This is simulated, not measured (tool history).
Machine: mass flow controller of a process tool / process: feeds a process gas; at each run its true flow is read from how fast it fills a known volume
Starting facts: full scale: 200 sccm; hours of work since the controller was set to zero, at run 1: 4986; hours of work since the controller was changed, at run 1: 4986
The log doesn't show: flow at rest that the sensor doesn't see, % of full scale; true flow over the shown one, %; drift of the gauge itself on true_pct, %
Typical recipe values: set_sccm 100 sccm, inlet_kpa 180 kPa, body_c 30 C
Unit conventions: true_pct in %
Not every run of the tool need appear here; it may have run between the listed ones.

run	day	set_sccm	inlet_kpa	body_c	hours of work since the controller was set to zero	hours of work since the controller was changed	true_pct
1	0	100	180	30	4986	4986	99.77
2	10.129	100	180	30	5093	5093	99.64
3	18.925	100	180	30	5186	5186	99.69
4	26.158	100	180	22	5263	5263	98.89
5	37.471	100	180	22	5383	5383	98.94
6	43.038	100	180	30	5442	5442	99.66
7	56.275	100	180	30	5582	5582	99.74
8	68.254	100	180	30	5709	5709	99.74
9	74.688	100	180	30	5777	5777	99.74
10	87.783	100	180	30	5916	5916	99.54
11	93.808	100	180	30	5980	5980	99.53
12	105.2	100	180	30	6100	6100	99.61
13	113.388	100	180	30	6187	6187	99.65
14	122.329	100	180	30	6282	6282	99.72
15	131.983	100	180	30	6384	6384	99.69
16	141.858	100	180	30	6489	6489	99.55
17	155.033	100	180	30	6628	6628	99.84
18	164.483	100	142	30	6728	6728	99.44
19	177.529	100	142	30	6866	6866	99.28
20	190.638	100	142	30	7005	7005	99.42
21	199.471	100	142	30	7099	7099	99.26
22	205.183	100	180	21	7159	7159	98.83
23	213.529	100	180	21	7248	7248	98.89
24	220.871	100	180	21	7325	7325	98.79
25	232.292	163	180	23	7446	7446	99.33
26	242.138	100	277	38	7551	7551	101.16
27	252.242	100	277	38	7658	7658	101.14
# day 260.038: controller's zero set anew
28	261.833	100	277	38	19	7759	101.29
29	268.562	153	237	33	90	7830	100.81
30	281.488	30	276	25	227	7967	99.38
31	289.233	30	276	25	309	8049	99.49

For run 32, what comes out?
32	297.162	68	276	34	393	8133	?

For run 32 the tool returned true_pct 100.62 %.
Minus the tool's unlogged condition, the same run would have read true_pct 100.61 %.
